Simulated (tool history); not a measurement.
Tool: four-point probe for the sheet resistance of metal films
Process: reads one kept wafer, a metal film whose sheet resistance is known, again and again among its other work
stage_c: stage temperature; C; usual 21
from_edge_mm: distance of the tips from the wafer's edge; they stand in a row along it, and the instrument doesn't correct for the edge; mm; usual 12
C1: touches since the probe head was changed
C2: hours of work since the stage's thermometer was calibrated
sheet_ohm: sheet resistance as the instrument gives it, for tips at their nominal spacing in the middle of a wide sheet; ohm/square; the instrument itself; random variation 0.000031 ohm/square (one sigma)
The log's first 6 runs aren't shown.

run 7 hour=96.1 | stage_c=19 from_edge_mm=12 | C1=14762 C2=98 | sheet_ohm=0.157474
run 8 hour=105.1 | stage_c=19 from_edge_mm=12 | C1=15035 C2=104 | sheet_ohm=0.157519
run 9 hour=121.7 | stage_c=21 from_edge_mm=8 | C1=15536 C2=115 | sheet_ohm=0.157603
run 10 hour=129.8 | stage_c=21 from_edge_mm=12 | C1=15778 C2=120 | sheet_ohm=0.157396
run 11 hour=139.6 | stage_c=21 from_edge_mm=4 | C1=16076 C2=127 | sheet_ohm=0.158561
run 12 hour=147.8 | stage_c=21 from_edge_mm=12 | C1=16324 C2=132 | sheet_ohm=0.157423
run 13 hour=160.3 | stage_c=21 from_edge_mm=12 | C1=16702 C2=140 | sheet_ohm=0.157444
run 14 hour=176.1 | stage_c=21 from_edge_mm=12 | C1=17179 C2=151 | sheet_ohm=0.15747
run 15 hour=191.8 | stage_c=21 from_edge_mm=12 | C1=17653 C2=161 | sheet_ohm=0.157413
run 16 hour=202.9 | stage_c=21 from_edge_mm=12 | C1=17985 C2=169 | sheet_ohm=0.157417
run 17 hour=212.5 | stage_c=21 from_edge_mm=12 | C1=18276 C2=175 | sheet_ohm=0.157397
run 18 hour=222.1 | stage_c=21 from_edge_mm=22 | C1=18567 C2=181 | sheet_ohm=0.1573
run 19 hour=235.2 | stage_c=21 from_edge_mm=22 | C1=18961 C2=190 | sheet_ohm=0.157332
run 20 hour=249.4 | stage_c=22 from_edge_mm=22 | C1=19392 C2=199 | sheet_ohm=0.157227
run 21 hour=265.5 | stage_c=21 from_edge_mm=4 | C1=19876 C2=210 | sheet_ohm=0.158592
run 22 hour=274.4 | stage_c=21 from_edge_mm=12 | C1=20146 C2=216 | sheet_ohm=0.157396
run 23 hour=289.2 | stage_c=21 from_edge_mm=12 | C1=20591 C2=226 | sheet_ohm=0.157435
run 24 hour=297 | stage_c=25 from_edge_mm=4 | C1=20827 C2=231 | sheet_ohm=0.158472
run 25 hour=312.9 | stage_c=25 from_edge_mm=55 | C1=21306 C2=242 | sheet_ohm=0.157154
run 26 hour=323 | stage_c=20 from_edge_mm=58 | C1=21611 C2=248 | sheet_ohm=0.157278

Run 27 comes next. What will it give?
run 27 hour=340.2 | stage_c=26 from_edge_mm=9 | C1=22133 C2=260 | sheet_ohm=?

{"run 27": {"sheet_ohm": 0.157378}}
Without the tool's hidden state the same run would have given sheet_ohm 0.157382 ohm/square.
